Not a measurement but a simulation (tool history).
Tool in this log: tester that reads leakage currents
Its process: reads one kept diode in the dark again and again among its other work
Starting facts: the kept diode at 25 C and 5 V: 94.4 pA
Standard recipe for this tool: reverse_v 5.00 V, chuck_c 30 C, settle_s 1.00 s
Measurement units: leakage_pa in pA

{"run": 1, "hour": 0.0, "reverse_v": 5.0, "chuck_c": 30, "settle_s": 1.0, "leakage_pa": 147.29}
{"run": 2, "hour": 36.1, "reverse_v": 5.0, "chuck_c": 30, "settle_s": 1.0, "leakage_pa": 146.7}
{"run": 3, "hour": 65.0, "reverse_v": 5.0, "chuck_c": 30, "settle_s": 1.0, "leakage_pa": 147.28}
{"run": 4, "hour": 115.8, "reverse_v": 5.0, "chuck_c": 54, "settle_s": 1.0, "leakage_pa": 794.52}
{"run": 5, "hour": 161.8, "reverse_v": 5.0, "chuck_c": 54, "settle_s": 1.0, "leakage_pa": 786.75}
{"run": 6, "hour": 210.0, "reverse_v": 5.0, "chuck_c": 30, "settle_s": 9.14, "leakage_pa": 132.68}
{"run": 7, "hour": 258.2, "reverse_v": 5.0, "chuck_c": 30, "settle_s": 1.0, "leakage_pa": 133.29}
{"run": 8, "hour": 290.5, "reverse_v": 8.24, "chuck_c": 30, "settle_s": 1.0, "leakage_pa": 160.77}
{"run": 9, "hour": 336.1, "reverse_v": 8.24, "chuck_c": 30, "settle_s": 1.0, "leakage_pa": 161.35}
{"run": 10, "hour": 359.2, "reverse_v": 10.73, "chuck_c": 29, "settle_s": 6.24, "leakage_pa": 165.26}
{"run": 11, "hour": 390.0, "reverse_v": 5.0, "chuck_c": 41, "settle_s": 7.76, "leakage_pa": 300.45}
{"run": 12, "hour": 427.4, "reverse_v": 5.0, "chuck_c": 41, "settle_s": 7.76, "leakage_pa": 300.39}
{"run": 13, "hour": 475.0, "reverse_v": 10.81, "chuck_c": 21, "settle_s": 1.0, "leakage_pa": 90.68}
{"run": 14, "hour": 495.8, "reverse_v": 5.0, "chuck_c": 40, "settle_s": 1.0, "leakage_pa": 278.22}
{"run": 15, "hour": 545.2, "reverse_v": 6.64, "chuck_c": 26, "settle_s": 7.86, "leakage_pa": 117.66}

The log once held 3 entries between its listed runs, left out of this copy. Where does each go, and what is different about the tool's unlogged condition between the listed run before it and the listed run after it?
Runs 3 to 4: probe card cleaned and baked (hour 101.1)
  stray current of the dirty probe card, pA a volt: 2.759 -> 0.047; current scale over the true one, %: -0.53 -> -0.57; true chuck temperature over the reading, C: -0.84 -> -0.86
  measured less the result without the state, leakage_pa: +3.69 -> -53.31 pA
Runs 7 to 8: chuck's temperature calibrated (hour 263.7)
  stray current of the dirty probe card, pA a volt: 0.219 -> 0.256; current scale over the true one, %: -0.67 -> -0.69; true chuck temperature over the reading, C: -0.94 -> -1.28
  measured less the result without the state, leakage_pa: -10.21 -> -16.18 pA
Runs 14 to 15: chuck's temperature calibrated, once more (hour 505.8)
  stray current of the dirty probe card, pA a volt: 0.523 -> 0.585; current scale over the true one, %: -0.83 -> -0.86; true chuck temperature over the reading, C: -1.39 -> -0.07
  measured less the result without the state, leakage_pa: -30.40 -> +2.02 pA
